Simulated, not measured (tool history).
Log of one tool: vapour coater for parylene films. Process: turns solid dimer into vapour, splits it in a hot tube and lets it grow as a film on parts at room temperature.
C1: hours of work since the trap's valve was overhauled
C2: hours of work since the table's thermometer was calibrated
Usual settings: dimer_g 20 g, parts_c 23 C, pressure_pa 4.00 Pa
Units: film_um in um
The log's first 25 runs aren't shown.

Run 26, hour 978.7: usual settings but dimer_g 23 g, parts_c 25 C, pressure_pa 4.44 Pa; C1 202; C2 1036. Result: film_um 5.74 um.
Run 27, hour 1022.3: usual settings but dimer_g 18 g; C1 236; C2 1070. Result: film_um 4.83 um.
Run 28, hour 1079.6: usual settings but pressure_pa 9.20 Pa; C1 280; C2 1114. Result: film_um 4.46 um.
At hour 1092.4: trap's valve overhauled.
Run 29, hour 1131.4: usual settings but pressure_pa 9.20 Pa; C1 30; C2 1150. Result: film_um 4.44 um.
Run 30, hour 1182.2: usual settings but dimer_g 9 g, parts_c 17 C, pressure_pa 2.34 Pa; C1 69; C2 1189. Result: film_um 3.09 um.
Run 31, hour 1223.5: usual settings but dimer_g 28 g, parts_c 29 C, pressure_pa 4.61 Pa; C1 101; C2 1221. Result: film_um 6.27 um.
Run 32, hour 1258.2: usual settings but dimer_g 9 g, parts_c 21 C, pressure_pa 7.84 Pa; C1 127; C2 1248. Result: film_um 2.16 um.
Run 33, hour 1288.7: usual settings but dimer_g 21 g, parts_c 18 C; C1 151; C2 1271. Result: film_um 6.32 um.
Run 34, hour 1331.9: usual settings but dimer_g 29 g; C1 184; C2 1305. Result: film_um 7.79 um.
Run 35, hour 1385.0: usual settings but dimer_g 29 g; C1 225; C2 1345. Result: film_um 7.75 um.
Run 36, hour 1409.8: usual settings but dimer_g 32 g, parts_c 18 C; C1 244; C2 1364. Result: film_um 9.74 um.
Run 37, hour 1461.2: usual settings but parts_c 29 C, pressure_pa 5.41 Pa; C1 283; C2 1404. Result: film_um 4.41 um.
At hour 1469.9: trap's valve overhauled.
Run 38, hour 1508.9: usual settings but dimer_g 11 g, parts_c 16 C, pressure_pa 3.21 Pa; C1 30; C2 1437. Result: film_um 3.65 um.
Run 39, hour 1562.2: usual settings but dimer_g 11 g, parts_c 16 C, pressure_pa 6.10 Pa; C1 71; C2 1478. Result: film_um 3.20 um.
Run 40, hour 1616.8: usual settings but dimer_g 19 g, parts_c 19 C, pressure_pa 9.43 Pa; C1 113; C2 1520. Result: film_um 4.71 um.
Run 41, hour 1663.0: usual settings but dimer_g 19 g, parts_c 19 C, pressure_pa 9.43 Pa; C1 148; C2 1556. Result: film_um 4.66 um.

4 ways to go on from here, each from the tool as it stands after run 41. What would each give?
Run A, hour 1698.2: usual settings but parts_c 17 C, pressure_pa 9.43 Pa; C1 175; C2 1583. Result: film_um ?.
Run B, hour 1698.2: usual settings but pressure_pa 9.34 Pa; C1 175; C2 1583. Result: film_um ?.
Run C, hour 1698.2: usual settings but dimer_g 9 g, parts_c 19 C, pressure_pa 11.85 Pa; C1 175; C2 1583. Result: film_um ?.
Run D, hour 1698.2: usual settings but parts_c 24 C; C1 175; C2 1583. Result: film_um ?.

run  film_um
  A     5.15
  B     4.52
  C     2.11
  D     5.29
Without the tool's hidden state the same runs would have given:
run  film_um
  A     5.01
  B     4.40
  C     2.06
  D     5.15
